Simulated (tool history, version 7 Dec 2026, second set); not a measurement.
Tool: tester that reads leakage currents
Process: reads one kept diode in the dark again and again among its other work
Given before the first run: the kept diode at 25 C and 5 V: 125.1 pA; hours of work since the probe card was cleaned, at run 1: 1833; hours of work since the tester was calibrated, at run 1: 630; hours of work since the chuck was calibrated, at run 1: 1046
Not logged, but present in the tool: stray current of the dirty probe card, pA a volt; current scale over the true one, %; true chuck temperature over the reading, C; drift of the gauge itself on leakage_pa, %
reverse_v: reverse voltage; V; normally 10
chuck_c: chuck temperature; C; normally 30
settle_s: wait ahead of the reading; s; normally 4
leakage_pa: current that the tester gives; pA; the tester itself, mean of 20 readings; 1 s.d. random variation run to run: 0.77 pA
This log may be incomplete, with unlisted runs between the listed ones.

run     day  reverse_v  chuck_c  settle_s  hours of work since the probe card was cleaned  hours of work since the tester was calibrated  hours of work since the chuck was calibrated  leakage_pa
  1       0         10       30         4                                            1833                                            630                                          1046         253
  2   0.538         10       50         4                                            1842                                            639                                          1055     1008.79
  3   1.658         10       30      4.95                                            1861                                            658                                          1074      250.93
  4   2.333         10       30      4.95                                            1872                                            670                                          1086      251.88
  5   3.529         10       30      4.95                                            1893                                            690                                          1106      251.74
  6   4.058         10       30      0.35                                            1902                                            699                                          1115      261.62
  7    5.15         10       30      0.35                                            1920                                            718                                          1134      262.43
  8   6.321         10       56         4                                            1940                                            738                                          1154        1494
  9   7.329         10       56         4                                            1958                                            755                                          1171     1485.72
 10   7.896         10       24         4                                            1967                                            765                                          1181      162.14
 11    8.65         10       30      4.34                                            1980                                            778                                          1194      251.32
 12    9.65         10       30      4.34                                            1997                                            795                                          1211      249.16
 13  10.225         10       30         4                                            2007                                            804                                          1220      249.98
 14  10.929         10       22         4                                            2019                                            816                                          1232      139.28
 15  11.575         10       30      0.87                                            2030                                            827                                          1243      254.59
 16  12.442        2.3       30         4                                            2045                                            842                                          1258      121.03
 17  13.446         10       30         4                                            2062                                            859                                          1275      249.83
 18  14.725         10       30         4                                            2084                                            881                                          1297      250.13
 19  15.333         10       30         4                                            2094                                            892                                          1308      247.77
 20  16.225         10       30         4                                            2109                                            907                                          1323      249.32
 21  17.296         10       30         4                                            2127                                            925                                          1341      248.96
 22  18.533          7       49      0.84                                            2149                                            946                                          1362      787.54
 23  19.679          7       25       0.4                                            2168                                            966                                          1382      149.46
 24  20.688        4.2       25      0.58                                            2185                                            983                                          1399      114.17
 25  21.438        4.2       25      0.58                                            2198                                            996                                          1412      114.05
 26  22.275       13.8       35       2.5                                            2212                                           1010                                          1426      414.91
 27  22.792       13.8       35       2.5                                            2221                                           1019                                          1435      418.48
 28  23.596         10       23      2.29                                            2235                                           1032                                          1448       151.3
 29  24.825         10       23      2.29                                            2256                                           1053                                          1469      150.71
 30  25.462         10       34      2.29                                            2267                                           1064                                          1480      331.42
 31  26.471          5       36       0.6                                            2284                                           1081                                          1497      273.19
 32  27.621        2.5       21      6.68                                            2303                                           1101                                          1517       62.94
 33  28.538         10       22      1.82                                            2319                                           1117                                          1533      141.05
 34  29.329        1.9       51      1.84                                            2333                                           1130                                          1546      480.21
 35  29.875        1.1       28      1.06                                            2342                                           1139                                          1555        72.2
 36  31.075        1.1       28      1.06                                            2362                                           1160                                          1576        71.8
 37  32.129        1.6       34      3.46                                            2380                                           1178                                          1594      134.05
 38  33.121         13       38      1.89                                            2397                                           1195                                          1611      495.92
 39  34.021        2.4       36      4.16                                            2413                                           1210                                          1626      188.28
 40  35.221        2.4       36      4.16                                            2433                                           1231                                          1647      188.25
 41  36.229        1.1       25      4.16                                            2450                                           1248                                          1664        56.8

Below are 3 alternative next runs, each starting from the tool's condition after run 41. Predict each:
  A  36.883         18       53      0.38                                            2461                                           1259                                          1675           ?
  B  36.883        8.5       30      0.72                                            2461                                           1259                                          1675           ?
  C  36.883         10       23      5.04                                            2461                                           1259                                          1675           ?

run  leakage_pa
  A      1608.1
  B      231.08
  C      149.48
Take away the tool's hidden state, keep each run's random variation, and the runs would have read:
run  leakage_pa
  A     1725.52
  B      241.17
  C      149.15
